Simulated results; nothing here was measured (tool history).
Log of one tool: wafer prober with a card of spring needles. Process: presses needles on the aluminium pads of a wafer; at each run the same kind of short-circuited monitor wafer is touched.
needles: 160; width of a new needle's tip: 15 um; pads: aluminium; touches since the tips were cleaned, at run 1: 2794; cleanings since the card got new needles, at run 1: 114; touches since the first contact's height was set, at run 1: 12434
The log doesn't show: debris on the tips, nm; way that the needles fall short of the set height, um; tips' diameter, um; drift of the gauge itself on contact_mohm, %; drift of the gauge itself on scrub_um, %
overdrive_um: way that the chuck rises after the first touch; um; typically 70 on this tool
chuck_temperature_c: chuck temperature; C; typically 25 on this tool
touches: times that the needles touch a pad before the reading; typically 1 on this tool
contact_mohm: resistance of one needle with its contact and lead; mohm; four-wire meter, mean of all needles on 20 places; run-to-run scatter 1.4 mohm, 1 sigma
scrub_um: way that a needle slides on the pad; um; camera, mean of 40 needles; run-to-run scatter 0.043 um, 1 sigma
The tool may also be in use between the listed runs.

| run | hour | overdrive_um | chuck_temperature_c | touches | touches since the tips were cleaned | cleanings since the card got new needles | touches since the first contact's height was set | contact_mohm | scrub_um |
|---|---|---|---|---|---|---|---|---|---|
| 1 | 0 | 70 | 25 | 1 | 2794 | 114 | 12434 | 117 | 13.31 |
|  | 14.2 | tips cleaned on abrasive film |
|  | 37.5 | tips cleaned on abrasive film |
|  | 56.7 | tips cleaned on abrasive film |
| 2 | 59 | 70 | 25 | 1 | 772 | 117 | 32147 | 114 | 13.19 |
|  | 78.2 | tips cleaned on abrasive film |
|  | 102 | tips cleaned on abrasive film |
|  | 125.5 | tips cleaned on abrasive film |
| 3 | 126.8 | 56 | 25 | 1 | 463 | 120 | 54820 | 116 | 10.61 |
|  | 145.8 | tips cleaned on abrasive film |
|  | 165.1 | tips cleaned on abrasive film |
|  | 188.5 | tips cleaned on abrasive film |
|  | 207.8 | tips cleaned on abrasive film |
|  | 227 | tips cleaned on abrasive film |
| 4 | 228.3 | 70 | 25 | 1 | 442 | 125 | 88734 | 116 | 13.23 |
|  | 247 | tips cleaned on abrasive film |
|  | 271 | tips cleaned on abrasive film |
|  | 294.8 | tips cleaned on abrasive film |
| 5 | 301.4 | 70 | 25 | 1 | 2220 | 128 | 113170 | 114 | 13.14 |
|  | 315.6 | tips cleaned on abrasive film |
|  | 339.2 | tips cleaned on abrasive film |
|  | 358.5 | tips cleaned on abrasive film |
|  | 377.7 | tips cleaned on abrasive film |
| 6 | 394.6 | 70 | 25 | 1 | 5662 | 132 | 144310 | 115 | 13.07 |
|  | 399.4 | tips cleaned on abrasive film |
|  | 418.7 | tips cleaned on abrasive film |
|  | 437.9 | tips cleaned on abrasive film |
|  | 461.9 | tips cleaned on abrasive film |
|  | 486 | tips cleaned on abrasive film |
| 7 | 488.8 | 70 | 25 | 1 | 961 | 137 | 175794 | 113 | 13.18 |
|  | 508.1 | tips cleaned on abrasive film |
|  | 532 | tips cleaned on abrasive film |
|  | 541.9 | height of the first contact set anew |
|  | 556.1 | tips cleaned on abrasive film |
|  | 575.3 | tips cleaned on abrasive film |
| 8 | 580.2 | 70 | 25 | 1 | 1640 | 141 | 12798 | 111 | 13.11 |
|  | 594.6 | tips cleaned on abrasive film |
|  | 613.8 | tips cleaned on abrasive film |
|  | 633.1 | tips cleaned on abrasive film |
|  | 652.3 | tips cleaned on abrasive film |
|  | 674.4 | tips cleaned on abrasive film |
| 9 | 674.4 | 70 | 25 | 1 | 0 | 146 | 44245 | 116 | 13.1 |
|  | 693.6 | tips cleaned on abrasive film |
|  | 712.8 | tips cleaned on abrasive film |
| 10 | 722 | 70 | 25 | 2 | 3077 | 148 | 60174 | 116 | 13.09 |
|  | 736.2 | tips cleaned on abrasive film |
|  | 755.5 | tips cleaned on abrasive film |
| 11 | 766.4 | 70 | 25 | 1 | 3663 | 150 | 75003 | 115 | 13.17 |
|  | 775.5 | tips cleaned on abrasive film |
|  | 794.8 | tips cleaned on abrasive film |
| 12 | 811.4 | 70 | 25 | 2 | 5573 | 152 | 90045 | 116 | 13.14 |
|  | 816.3 | tips cleaned on abrasive film |
|  | 839.6 | tips cleaned on abrasive film |
|  | 858.8 | tips cleaned on abrasive film |
|  | 878.1 | tips cleaned on abrasive film |
| 13 | 890.8 | 70 | 25 | 2 | 4274 | 156 | 116573 | 115 | 13.07 |
|  | 900.4 | tips cleaned on abrasive film |
|  | 924.4 | tips cleaned on abrasive film |
|  | 943.6 | tips cleaned on abrasive film |
|  | 967.6 | tips cleaned on abrasive film |
|  | 986.9 | tips cleaned on abrasive film |
| 14 | 987.2 | 70 | 25 | 2 | 121 | 161 | 148792 | 114 | 13.05 |
|  | 1006.5 | tips cleaned on abrasive film |
|  | 1025.7 | tips cleaned on abrasive film |
|  | 1045 | tips cleaned on abrasive film |
| 15 | 1047.5 | 57 | 52 | 2 | 846 | 164 | 168920 | 116 | 10.58 |
|  | 1066.7 | tips cleaned on abrasive film |
|  | 1090 | tips cleaned on abrasive film |
|  | 1109.3 | tips cleaned on abrasive film |
| 16 | 1115.7 | 76 | 52 | 2 | 2158 | 167 | 191723 | 119 | 14.07 |
|  | 1120.8 | height of the first contact set anew |
|  | 1130.4 | tips cleaned on abrasive film |
|  | 1154 | tips cleaned on abrasive film |
|  | 1177.7 | tips cleaned on abrasive film |
|  | 1197 | tips cleaned on abrasive film |
| 17 | 1207 | 76 | 43 | 3 | 3363 | 171 | 28819 | 118 | 14.09 |
|  | 1216.7 | tips cleaned on abrasive film |
|  | 1235.9 | tips cleaned on abrasive film |
| 18 | 1254.3 | 76 | 43 | 3 | 6171 | 173 | 44632 | 115 | 14.14 |
|  | 1259.2 | tips cleaned on abrasive film |
|  | 1278.4 | tips cleaned on abrasive film |
|  | 1302 | tips cleaned on abrasive film |
|  | 1321.2 | tips cleaned on abrasive film |
|  | 1344.8 | tips cleaned on abrasive film |
| 19 | 1347.7 | 54 | 25 | 1 | 968 | 178 | 75820 | 118 | 9.98 |
|  | 1366.9 | tips cleaned on abrasive film |
|  | 1386.2 | tips cleaned on abrasive film |
|  | 1409.7 | tips cleaned on abrasive film |
|  | 1433.6 | tips cleaned on abrasive film |
| 20 | 1444.4 | 57 | 27 | 2 | 3616 | 182 | 108163 | 115 | 10.56 |
|  | 1454.1 | tips cleaned on abrasive film |
|  | 1473.3 | tips cleaned on abrasive film |
|  | 1478.1 | gauge calibrated |
|  | 1497.3 | tips cleaned on abrasive film |
|  | 1516.6 | tips cleaned on abrasive film |
|  | 1535.8 | tips cleaned on abrasive film |
| 21 | 1539.1 | 74 | 46 | 2 | 1089 | 187 | 139776 | 117 | 13.98 |
|  | 1558.3 | tips cleaned on abrasive film |
|  | 1577.5 | tips cleaned on abrasive film |
|  | 1601.3 | tips cleaned on abrasive film |
|  | 1620.5 | tips cleaned on abrasive film |
| 22 | 1639.5 | 67 | 46 | 2 | 6377 | 191 | 173380 | 118 | 12.67 |
|  | 1644.2 | tips cleaned on abrasive film |
|  | 1663.5 | tips cleaned on abrasive film |
|  | 1682.7 | tips cleaned on abrasive film |
| 23 | 1688.8 | 68 | 46 | 2 | 2029 | 194 | 189808 | 116 | 12.85 |
|  | 1698.6 | height of the first contact set anew |
|  | 1703.3 | tips cleaned on abrasive film |
|  | 1727 | tips cleaned on abrasive film |
|  | 1746.3 | tips cleaned on abrasive film |
|  | 1770.3 | tips cleaned on abrasive film |
| 24 | 1771.4 | 70 | 81 | 2 | 361 | 198 | 24288 | 121 | 13.23 |
|  | 1790.4 | tips cleaned on abrasive film |
|  | 1809.6 | tips cleaned on abrasive film |
|  | 1833.2 | tips cleaned on abrasive film |
| 25 | 1850.1 | 70 | 44 | 2 | 5651 | 201 | 50613 | 119 | 13.19 |
|  | 1854.9 | tips cleaned on abrasive film |
|  | 1878.8 | tips cleaned on abrasive film |
|  | 1902.7 | tips cleaned on abrasive film |
| 26 | 1903 | 70 | 89 | 2 | 96 | 204 | 68295 | 124 | 13.17 |

Each row is a separate what-if for the run after 26, all from the same tool condition, not one after another. Results?
|  | 1922.2 | tips cleaned on abrasive film |
|  | 1946.2 | tips cleaned on abrasive film |
|  | 1970.2 | tips cleaned on abrasive film |
| A | 1984.9 | 59 | 29 | 1 | 4932 | 207 | 95684 | ? | ? |
|  | 1922.2 | tips cleaned on abrasive film |
|  | 1946.2 | tips cleaned on abrasive film |
|  | 1970.2 | tips cleaned on abrasive film |
| B | 1984.9 | 70 | 36 | 1 | 4932 | 207 | 95684 | ? | ? |
|  | 1922.2 | tips cleaned on abrasive film |
|  | 1946.2 | tips cleaned on abrasive film |
|  | 1970.2 | tips cleaned on abrasive film |
| C | 1984.9 | 73 | 111 | 2 | 4932 | 207 | 95684 | ? | ? |
|  | 1922.2 | tips cleaned on abrasive film |
|  | 1946.2 | tips cleaned on abrasive film |
|  | 1970.2 | tips cleaned on abrasive film |
| D | 1984.9 | 53 | 25 | 2 | 4932 | 207 | 95684 | ? | ? |

| run | contact_mohm | scrub_um |
|---|---|---|
| A | 115 | 11.03 |
| B | 117 | 13.13 |
| C | 125 | 13.76 |
| D | 116 | 9.92 |
With no hidden state in the tool, these same runs would have given:
| run | contact_mohm | scrub_um |
|---|---|---|
| A | 114 | 11.12 |
| B | 117 | 13.24 |
| C | 125 | 13.87 |
| D | 116 | 10 |
